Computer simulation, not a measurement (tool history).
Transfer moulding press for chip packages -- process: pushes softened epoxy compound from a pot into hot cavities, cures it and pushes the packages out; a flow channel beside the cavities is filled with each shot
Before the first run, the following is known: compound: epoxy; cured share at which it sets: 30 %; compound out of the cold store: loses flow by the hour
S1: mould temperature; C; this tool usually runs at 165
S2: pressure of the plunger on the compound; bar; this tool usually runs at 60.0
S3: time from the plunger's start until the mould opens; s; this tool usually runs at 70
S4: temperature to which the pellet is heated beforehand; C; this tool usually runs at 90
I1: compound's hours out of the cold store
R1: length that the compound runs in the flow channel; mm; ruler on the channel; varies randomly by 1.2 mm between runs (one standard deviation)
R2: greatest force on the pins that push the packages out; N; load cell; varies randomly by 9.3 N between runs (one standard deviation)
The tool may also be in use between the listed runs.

| run | hour | S1 | S2 | S3 | S4 | I1 | R1 | R2 |
|---|---|---|---|---|---|---|---|---|
| 1 | 0.0 | 165 | 60.0 | 70 | 90 | 14.3 | 756 | 485 |
| 2 | 30.5 | 165 | 60.0 | 70 | 90 | 14.8 | 758 | 472 |
|  | 37.3 | cavities cleaned with cleaning compound and waxed |
| 3 | 84.3 | 165 | 57.8 | 70 | 90 | 15.2 | 739 | 484 |
|  | 104.8 | cavities cleaned with cleaning compound and waxed |
| 4 | 151.3 | 163 | 57.8 | 70 | 90 | 9.8 | 764 | 582 |
|  | 174.3 | cavities cleaned with cleaning compound and waxed |
| 5 | 212.4 | 163 | 57.8 | 70 | 90 | 27.4 | 702 | 509 |
|  | 242.8 | plunger's sealing rings changed |
|  | 244.3 | cavities cleaned with cleaning compound and waxed |
| 6 | 285.7 | 172 | 60.0 | 70 | 90 | 35.8 | 671 | 302 |
|  | 312.3 | cavities cleaned with cleaning compound and waxed |
| 7 | 340.8 | 172 | 60.0 | 70 | 90 | 29.1 | 691 | 303 |
|  | 378.6 | cavities cleaned with cleaning compound and waxed |
| 8 | 411.7 | 172 | 60.0 | 70 | 90 | 20.9 | 717 | 305 |
|  | 447.4 | cavities cleaned with cleaning compound and waxed |
| 9 | 475.3 | 165 | 49.3 | 70 | 90 | 35.1 | 625 | 450 |
|  | 518.0 | plunger's sealing rings changed |
|  | 519.5 | cavities cleaned with cleaning compound and waxed |
| 10 | 541.8 | 165 | 49.3 | 70 | 90 | 27.9 | 642 | 456 |
|  | 588.4 | cavities cleaned with cleaning compound and waxed |
| 11 | 614.4 | 165 | 49.3 | 93 | 90 | 23.7 | 654 | 291 |
| 12 | 648.1 | 165 | 60.0 | 70 | 90 | 43.1 | 668 | 428 |
|  | 655.9 | cavities cleaned with cleaning compound and waxed |
| 13 | 685.0 | 165 | 60.0 | 70 | 90 | 24.6 | 720 | 459 |
|  | 725.6 | mould's thermocouples calibrated |
|  | 727.1 | cavities cleaned with cleaning compound and waxed |
| 14 | 741.4 | 165 | 60.0 | 70 | 92 | 11.4 | 767 | 471 |
| 15 | 776.4 | 165 | 60.0 | 70 | 92 | 22.6 | 729 | 451 |
|  | 795.3 | plunger's sealing rings changed |
|  | 796.8 | cavities cleaned with cleaning compound and waxed |
| 16 | 817.2 | 165 | 60.0 | 70 | 92 | 46.5 | 653 | 416 |
|  | 868.2 | cavities cleaned with cleaning compound and waxed |
| 17 | 887.6 | 165 | 71.8 | 70 | 92 | 40.1 | 736 | 420 |
| 18 | 932.3 | 165 | 71.8 | 70 | 92 | 38.3 | 739 | 437 |
|  | 939.3 | cavities cleaned with cleaning compound and waxed |
| 19 | 993.9 | 164 | 60.0 | 79 | 84 | 32.7 | 698 | 371 |
|  | 1007.8 | cavities cleaned with cleaning compound and waxed |
| 20 | 1051.8 | 170 | 74.1 | 67 | 92 | 26.7 | 779 | 349 |
|  | 1068.8 | plunger's sealing rings changed |
|  | 1080.6 | cavities cleaned with cleaning compound and waxed |
| 21 | 1102.5 | 170 | 74.1 | 67 | 92 | 11.8 | 835 | 362 |
|  | 1149.5 | cavities cleaned with cleaning compound and waxed |
| 22 | 1169.0 | 165 | 60.0 | 79 | 90 | 42.9 | 664 | 329 |
|  | 1216.9 | cavities cleaned with cleaning compound and waxed |
| 23 | 1228.9 | 173 | 60.0 | 71 | 90 | 39.1 | 659 | 284 |
| 24 | 1281.7 | 173 | 60.0 | 71 | 90 | 12.0 | 743 | 286 |
|  | 1286.4 | cavities cleaned with cleaning compound and waxed |
| 25 | 1331.9 | 162 | 46.6 | 67 | 81 | 32.3 | 621 | 631 |
|  | 1342.9 | plunger's sealing rings changed |
|  | 1358.0 | cavities cleaned with cleaning compound and waxed |
| 26 | 1399.9 | 165 | 46.1 | 74 | 90 | 36.6 | 599 | 396 |

Forecast each of these 3 alternatives for the next run:
|  | 1426.8 | cavities cleaned with cleaning compound and waxed |
| A | 1439.5 | 170 | 60.0 | 86 | 83 | 9.4 | ? | ? |
|  | 1426.8 | cavities cleaned with cleaning compound and waxed |
| B | 1439.5 | 165 | 46.1 | 59 | 91 | 12.8 | ? | ? |
|  | 1426.8 | cavities cleaned with cleaning compound and waxed |
| C | 1439.5 | 165 | 71.5 | 70 | 82 | 35.5 | ? | ? |

| run | R1 | R2 |
|---|---|---|
| A | 761 | 265 |
| B | 669 | 750 |
| C | 754 | 458 |
With the hidden condition removed and each run's random variation left untouched, the same runs would have given:
| run | R1 | R2 |
|---|---|---|
| A | 761 | 264 |
| B | 669 | 746 |
| C | 754 | 456 |

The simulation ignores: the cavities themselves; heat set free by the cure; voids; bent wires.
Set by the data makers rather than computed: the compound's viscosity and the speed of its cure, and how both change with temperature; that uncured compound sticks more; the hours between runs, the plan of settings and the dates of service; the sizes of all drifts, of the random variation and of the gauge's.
